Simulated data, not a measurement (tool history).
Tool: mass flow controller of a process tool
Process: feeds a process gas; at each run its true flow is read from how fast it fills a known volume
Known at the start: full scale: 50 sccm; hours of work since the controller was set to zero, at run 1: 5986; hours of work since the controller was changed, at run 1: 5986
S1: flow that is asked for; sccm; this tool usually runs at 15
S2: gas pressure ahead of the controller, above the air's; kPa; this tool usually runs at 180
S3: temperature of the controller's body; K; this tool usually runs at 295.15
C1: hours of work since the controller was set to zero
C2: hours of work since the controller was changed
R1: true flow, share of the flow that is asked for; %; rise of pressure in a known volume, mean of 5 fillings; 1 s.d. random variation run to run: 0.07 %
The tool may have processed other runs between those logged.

| run | hour | S1 | S2 | S3 | C1 | C2 | R1 |
|---|---|---|---|---|---|---|---|
| 1 | 0.0 | 15 | 180 | 295.15 | 5986 | 5986 | 98.86 |
| 2 | 273.5 | 15 | 180 | 295.15 | 6110 | 6110 | 98.82 |
| 3 | 541.4 | 15 | 180 | 295.15 | 6233 | 6233 | 99.12 |
| 4 | 771.3 | 15 | 180 | 295.15 | 6338 | 6338 | 99.09 |
| 5 | 1116.9 | 15 | 180 | 295.15 | 6495 | 6495 | 99.15 |
|  | 1423.2 | controller's zero set anew |
| 6 | 1436.1 | 15 | 180 | 295.15 | 6 | 6641 | 99.25 |
| 7 | 1683.3 | 20 | 180 | 295.15 | 119 | 6754 | 99.56 |
| 8 | 1853.0 | 20 | 180 | 295.15 | 196 | 6831 | 99.72 |
| 9 | 2133.8 | 15 | 180 | 295.15 | 324 | 6959 | 99.46 |
| 10 | 2367.1 | 15 | 180 | 295.15 | 431 | 7066 | 99.64 |
| 11 | 2526.0 | 15 | 180 | 295.15 | 503 | 7138 | 99.64 |
| 12 | 2746.6 | 15 | 180 | 295.15 | 604 | 7239 | 99.70 |
| 13 | 2939.6 | 15 | 180 | 295.15 | 692 | 7327 | 99.79 |
| 14 | 3279.4 | 15 | 180 | 295.15 | 847 | 7482 | 99.98 |
| 15 | 3630.4 | 15 | 180 | 295.15 | 1007 | 7642 | 100.03 |
| 16 | 3796.2 | 15 | 180 | 295.15 | 1083 | 7718 | 100.26 |
|  | 4080.7 | gauge calibrated |
| 17 | 4080.7 | 15 | 180 | 295.15 | 1213 | 7848 | 98.80 |
| 18 | 4384.0 | 15 | 180 | 295.15 | 1351 | 7986 | 98.82 |
| 19 | 4689.7 | 15 | 181 | 295.15 | 1491 | 8126 | 98.78 |
| 20 | 5022.5 | 15 | 181 | 295.15 | 1643 | 8278 | 99.03 |
| 21 | 5363.9 | 15 | 181 | 295.15 | 1799 | 8434 | 99.23 |
| 22 | 5622.8 | 15 | 181 | 295.15 | 1917 | 8552 | 99.27 |
| 23 | 5825.6 | 15 | 144 | 295.15 | 2009 | 8644 | 99.76 |
| 24 | 6150.9 | 5 | 156 | 296.15 | 2158 | 8793 | 99.42 |
| 25 | 6391.9 | 5 | 156 | 296.15 | 2268 | 8903 | 99.43 |
| 26 | 6544.2 | 17 | 230 | 305.15 | 2337 | 8972 | 99.85 |
| 27 | 6740.8 | 12 | 183 | 299.15 | 2427 | 9062 | 99.80 |
| 28 | 6975.8 | 15 | 146 | 296.15 | 2534 | 9169 | 100.18 |
| 29 | 7244.5 | 19 | 166 | 313.15 | 2657 | 9292 | 101.00 |
| 30 | 7506.4 | 15 | 180 | 298.15 | 2776 | 9411 | 100.20 |
| 31 | 7764.1 | 10 | 222 | 301.15 | 2894 | 9529 | 99.91 |
| 32 | 8112.9 | 15 | 180 | 295.15 | 3053 | 9688 | 100.19 |
| 33 | 8385.4 | 13 | 163 | 312.15 | 3178 | 9813 | 101.25 |
| 34 | 8541.6 | 30 | 163 | 312.15 | 3249 | 9884 | 101.97 |
|  | 8781.3 | controller exchanged for a calibrated one |
| 35 | 8864.3 | 30 | 163 | 312.15 | 38 | 38 | 101.92 |
| 36 | 9046.6 | 30 | 165 | 312.15 | 121 | 121 | 101.95 |
| 37 | 9257.3 | 30 | 165 | 312.15 | 217 | 217 | 102.05 |
| 38 | 9492.3 | 32 | 219 | 300.15 | 325 | 325 | 101.44 |
| 39 | 9733.2 | 32 | 219 | 300.15 | 434 | 434 | 101.44 |
| 40 | 9977.9 | 20 | 219 | 302.15 | 546 | 546 | 101.31 |
| 41 | 10291.6 | 20 | 219 | 302.15 | 689 | 689 | 101.30 |
| 42 | 10539.4 | 15 | 185 | 303.15 | 802 | 802 | 101.38 |
| 43 | 10683.9 | 15 | 185 | 303.15 | 868 | 868 | 101.59 |
| 44 | 10959.0 | 17 | 204 | 300.15 | 994 | 994 | 101.47 |
| 45 | 11140.6 | 47 | 204 | 298.15 | 1077 | 1077 | 102.53 |
| 46 | 11291.2 | 47 | 204 | 298.15 | 1146 | 1146 | 102.74 |

3 options for the next run, each taken on its own from the tool as it stands now. Forecast them:
|  | 11335.0 | gauge calibrated |
| A | 11529.8 | 7 | 204 | 303.15 | 1254 | 1254 | ? |
|  | 11335.0 | gauge calibrated |
| B | 11529.8 | 32 | 204 | 304.15 | 1254 | 1254 | ? |
|  | 11335.0 | gauge calibrated |
| C | 11529.8 | 30 | 180 | 298.15 | 1254 | 1254 | ? |

| run | R1 |
|---|---|
| A | 98.74 |
| B | 99.69 |
| C | 99.56 |
Stripped of hidden state, with their random variation kept, the same runs would have yielded:
| run | R1 |
|---|---|
| A | 98.66 |
| B | 99.61 |
| C | 99.49 |
